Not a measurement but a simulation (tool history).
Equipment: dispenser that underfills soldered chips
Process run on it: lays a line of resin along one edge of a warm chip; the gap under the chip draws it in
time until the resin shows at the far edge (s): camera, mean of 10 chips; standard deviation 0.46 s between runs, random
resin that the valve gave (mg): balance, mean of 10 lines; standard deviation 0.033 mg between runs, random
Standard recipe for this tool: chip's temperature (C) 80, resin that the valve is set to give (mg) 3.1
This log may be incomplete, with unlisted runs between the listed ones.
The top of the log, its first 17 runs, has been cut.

run   hour  chip's temperature (C)  resin that the valve is set to give (mg)  time until the resin shows at the far edge (s)  resin that the valve gave (mg)
     104.1  -- new syringe of resin
 18  105.8                      80                                       3.1                                            40.3                            3.04
 19  112.2                      79                                      2.75                                            62.4                            2.65
 20  115.7                      68                                      3.24                                           123.7                            3.12
 21  120.7                      80                                      3.67                                            85.1                            3.54
       124  -- new syringe of resin
 22  128.3                      67                                      3.99                                            86.4                            3.83
 23  136.4                      95                                      2.75                                              36                            2.67
 24    142                      95                                      2.75                                            48.5                            2.63
     144.4  -- new syringe of resin
 25  149.4                      95                                      2.75                                              26                            2.56
 26  153.9                      80                                      3.67                                            59.7                            3.46
 27  158.1                      81                                      2.73                                            73.7                            2.56
     164.5  -- new syringe of resin
     165.5  -- dispensing valve cleaned and set on the balance
 28  166.7                      66                                      3.81                                            78.2                            3.87
 29  172.9                      78                                      2.92                                            60.1                             2.9
 30  178.3                      68                                      3.17                                             128                            3.22
     185.3  -- new syringe of resin
 31  186.9                      89                                       3.1                                            27.1                            3.06
 32    193                      73                                       3.1                                            76.8                            3.02
 33  196.8                      73                                       3.1                                            94.7                            3.02
     205.4  -- new syringe of resin
 34  205.4                      88                                      3.65                                            24.8                            3.53
 35  211.7                      95                                       3.5                                            25.6                            3.41
 36    219                      84                                       3.5                                            62.1                            3.33

Forecast each of these 4 alternatives for the next run:
     225.7  -- new syringe of resin
  A  227.5                      84                                      2.82                                               ?                               ?
     225.7  -- new syringe of resin
  B  227.5                      88                                      2.86                                               ?                               ?
     225.7  -- new syringe of resin
  C  227.5                      94                                      3.65                                               ?                               ?
     225.7  -- new syringe of resin
  D  227.5                      87                                      2.93                                               ?                               ?

run  time until the resin shows at the far edge (s)  resin that the valve gave (mg)
  A                                            35.5                            2.73
  B                                            29.8                             2.7
  C                                            21.2                            3.52
  D                                            30.3                            2.86
Stripped of hidden state, with their random variation kept, the same runs would have yielded:
run  time until the resin shows at the far edge (s)  resin that the valve gave (mg)
  A                                            29.7                            2.83
  B                                              25                             2.8
  C                                            17.9                            3.66
  D                                            25.4                            2.97

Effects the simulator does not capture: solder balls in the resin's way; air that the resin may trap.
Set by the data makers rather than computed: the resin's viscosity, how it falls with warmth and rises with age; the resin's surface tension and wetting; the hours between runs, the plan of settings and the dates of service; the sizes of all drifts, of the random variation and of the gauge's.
